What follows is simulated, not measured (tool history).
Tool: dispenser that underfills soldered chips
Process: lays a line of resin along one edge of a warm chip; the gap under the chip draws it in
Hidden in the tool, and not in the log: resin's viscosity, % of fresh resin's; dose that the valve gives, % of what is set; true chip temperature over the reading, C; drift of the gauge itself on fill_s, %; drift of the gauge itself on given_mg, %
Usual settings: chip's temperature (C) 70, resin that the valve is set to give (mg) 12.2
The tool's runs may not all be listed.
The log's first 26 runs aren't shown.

run	day	chip's temperature (C)	resin that the valve is set to give (mg)	hours of work since the syringe was changed	hours of work since the valve was cleaned	hours of work since the stage was calibrated	time until the resin shows at the far edge (s)	resin that the valve gave (mg)
# day 6.954: new syringe of resin
27	7.046	71	13.7	2	56	300	137.0	13.15
# day 7.288: new syringe of resin
28	7.396	71	13.7	2	62	307	142.9	12.97
# day 7.633: new syringe of resin
29	7.692	71	13.7	1	67	312	134.4	12.91
30	7.850	79	11.9	4	70	315	135.6	11.24
# day 7.983: new syringe of resin
31	8.238	69	11.2	5	77	322	200.3	10.49
# day 8.329: new syringe of resin
32	8.442	75	12.0	2	81	325	131.5	11.15
33	8.604	69	14.4	5	84	328	189.8	13.30
# day 8.679: new syringe of resin
34	8.912	76	13.2	4	89	333	146.5	12.22
# day 9.012: new syringe of resin
35	9.162	68	12.2	3	93	338	164.8	11.10
# day 9.367: new syringe of resin
36	9.433	76	15.0	1	98	342	117.3	13.66

3 ways to go on from here, each from the tool as it stands after run 36. What would each give?
A	9.633	70	10.9	5	102	346	?	?
B	9.633	60	15.6	5	102	346	?	?
C	9.633	84	15.0	5	102	346	?	?

run	time until the resin shows at the far edge (s)	resin that the valve gave (mg)
A	205.3	10.01
B	255.6	14.20
C	124.5	13.67
Without the tool's hidden state the same runs would have given:
run	time until the resin shows at the far edge (s)	resin that the valve gave (mg)
A	126.9	10.96
B	162.0	15.56
C	79.4	14.98
